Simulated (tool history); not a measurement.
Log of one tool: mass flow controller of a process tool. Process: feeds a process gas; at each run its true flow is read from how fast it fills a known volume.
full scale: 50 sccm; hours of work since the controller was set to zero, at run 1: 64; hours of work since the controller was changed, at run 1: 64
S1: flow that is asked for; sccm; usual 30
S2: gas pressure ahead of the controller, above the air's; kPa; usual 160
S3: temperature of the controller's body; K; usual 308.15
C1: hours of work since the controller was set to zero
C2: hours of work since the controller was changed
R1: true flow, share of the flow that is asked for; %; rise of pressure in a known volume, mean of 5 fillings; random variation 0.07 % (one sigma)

run,hour,S1,S2,S3,C1,C2,R1
1,0,30,160,308.15,64,64,98.97
2,155.4,30,160,308.15,187,187,99.12
3,460,30,160,308.15,427,427,99.41
4,712,30,160,308.15,625,625,99.44
5,971.9,49,160,308.15,830,830,100.75
6,1218.2,49,160,308.15,1024,1024,100.73
7,1420.2,30,160,308.15,1184,1184,99.94
8,1596.5,30,160,308.15,1322,1322,100.09
9,1817.5,30,160,308.15,1497,1497,100.18
10,1981.9,30,160,308.15,1626,1626,100.25
11,2166.5,30,160,308.15,1772,1772,100.47
12,2334.3,30,160,308.15,1904,1904,100.44
13,2575.6,30,160,308.15,2094,2094,100.65
14,2809.5,7,160,308.15,2279,2279,101.31
15,3137.1,30,160,308.15,2537,2537,101
16,3277,30,160,308.15,2647,2647,101.09
17,3416.5,30,160,308.15,2757,2757,101.2
18,3603.4,19,160,308.15,2904,2904,101.17
19,3801.8,19,160,308.15,3061,3061,101.13
20,4043.9,13,160,308.15,3251,3251,101.61
21,4209.6,13,160,308.15,3382,3382,101.69
22,4358.2,13,160,308.15,3499,3499,101.77
23,4498.3,13,160,298.15,3609,3609,101.46
24,4766.9,44,160,298.15,3821,3821,101.87
25,5079.9,7,160,308.15,4068,4068,104.03
26,5230.2,6,246,304.15,4186,4186,105.41
27,5378.2,6,246,304.15,4303,4303,105.43
28,5689,5,159,309.15,4548,4548,106.64
29,6024.8,5,159,309.15,4813,4813,107.09
30,6185.4,5,159,309.15,4939,4939,107.28
31,6490.8,7,268,308.15,5180,5180,106.58
32,6661.5,45,160,308.15,5314,5314,103.65
33,6827.5,30,148,294.15,5445,5445,102.21
34,6993,23,176,306.15,5576,5576,103.37
35,7316.9,23,176,306.15,5831,5831,103.53
36,7636.5,6,162,300.15,6083,6083,107.69
37,7852.4,6,162,300.15,6253,6253,107.93
38,8176.5,5,160,308.15,6508,6508,110.29
39,8498.1,10,169,308.15,6762,6762,106.45
40,8695.5,14,169,311.15,6917,6917,105.64
41,9025.3,14,169,311.15,7177,7177,105.75
42,9243.9,30,177,294.15,7350,7350,103.91
43,9439.9,9,160,295.15,7504,7504,107.05
# hour 9539.1: controller's zero set anew
44,9687.7,30,160,297.15,117,7699,102.4
45,9992.8,30,160,297.15,358,7939,102.58
46,10155.4,41,172,299.15,486,8067,103.55
# hour 10313.8: controller exchanged for a calibrated one
47,10489.1,30,239,296.15,138,138,99.16
48,10703.1,27,144,296.15,307,307,98.44

Hidden state or all else? Some run-to-run changes of R1, split into what the settings, what came in and random variation would give without the hidden state, and what is left for the hidden state (with any gauge scatter that isn't in both results):
The hidden state here: flow at rest that the sensor doesn't see, % of full scale; true flow over the shown one, %; drift of the gauge itself on true_pct, %.
Run 31 -> 32: S1 7 -> 45, S2 268 -> 160. R1 -2.93 %: hidden state -4.34, all else +1.41.
Run 35 -> 36: S1 23 -> 6, S2 176 -> 162, S3 306.15 -> 300.15. R1 +4.16 %: hidden state +5.52, all else -1.36.
Run 43 -> 44: S1 9 -> 30, S3 295.15 -> 297.15, controller's zero set anew. R1 -4.65 %: hidden state -5.69, all else +1.04.
Run 46 -> 47: S1 41 -> 30, S2 172 -> 239, S3 299.15 -> 296.15, controller exchanged for a calibrated one. R1 -4.39 %: hidden state -4.12, all else -0.27.

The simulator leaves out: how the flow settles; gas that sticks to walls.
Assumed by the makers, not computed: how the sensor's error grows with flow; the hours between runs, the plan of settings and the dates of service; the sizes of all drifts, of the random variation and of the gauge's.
